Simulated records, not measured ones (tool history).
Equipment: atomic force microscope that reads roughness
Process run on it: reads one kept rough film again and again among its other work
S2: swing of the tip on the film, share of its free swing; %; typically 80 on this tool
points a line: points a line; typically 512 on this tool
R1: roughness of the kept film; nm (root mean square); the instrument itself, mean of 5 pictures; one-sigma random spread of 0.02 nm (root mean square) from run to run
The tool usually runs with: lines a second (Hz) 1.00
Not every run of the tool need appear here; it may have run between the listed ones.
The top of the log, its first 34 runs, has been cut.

At hour 640.6: new tip fitted.
Run 35, hour 640.6: usual settings but lines a second (Hz) 3.65, S2 69 %, points a line 320. Result: R1 4.710 nm (root mean square).
Run 36, hour 663.2: usual settings but lines a second (Hz) 0.57, points a line 612. Result: R1 4.842 nm (root mean square).
Run 37, hour 674.6: usual settings but lines a second (Hz) 0.57, points a line 612. Result: R1 4.772 nm (root mean square).
Run 38, hour 701.4: usual settings but S2 71 %, points a line 758. Result: R1 4.612 nm (root mean square).
Run 39, hour 727.9: usual settings but S2 64 %. Result: R1 4.512 nm (root mean square).
Run 40, hour 750.0: usual settings but S2 64 %. Result: R1 4.399 nm (root mean square).
Run 41, hour 768.6: usual settings but lines a second (Hz) 2.80, points a line 597. Result: R1 4.003 nm (root mean square).
Run 42, hour 782.8: usual settings but lines a second (Hz) 2.80, S2 76 %, points a line 425. Result: R1 3.957 nm (root mean square).
Run 43, hour 802.9: usual settings but lines a second (Hz) 2.80, S2 77 %, points a line 910. Result: R1 3.876 nm (root mean square).
At hour 824.1: new tip fitted.
Run 44, hour 828.0: usual settings but lines a second (Hz) 0.82, S2 87 %, points a line 636. Result: R1 4.848 nm (root mean square).
Run 45, hour 840.7: usual settings but S2 84 %, points a line 431. Result: R1 4.735 nm (root mean square).
Run 46, hour 859.6: usual settings but lines a second (Hz) 1.38, S2 81 %, points a line 1019. Result: R1 4.622 nm (root mean square).

Predict each of these 4 candidate next runs independently; none follows another, all start after run 46:
Run A, hour 881.7: usual settings but lines a second (Hz) 2.98, S2 65 %, points a line 745. Result: R1 ?.
Run B, hour 881.7: usual settings but lines a second (Hz) 1.28, S2 58 %, points a line 713. Result: R1 ?.
Run C, hour 881.7: usual settings but S2 66 %. Result: R1 ?.
Run D, hour 881.7: usual settings but S2 88 %. Result: R1 ?.

run     R1
  A  4.465
  B  4.636
  C  4.616
  D  4.464
With the hidden condition removed and each run's random variation left untouched, the same runs would have given:
run     R1
  A  4.811
  B  4.996
  C  4.973
  D  4.810
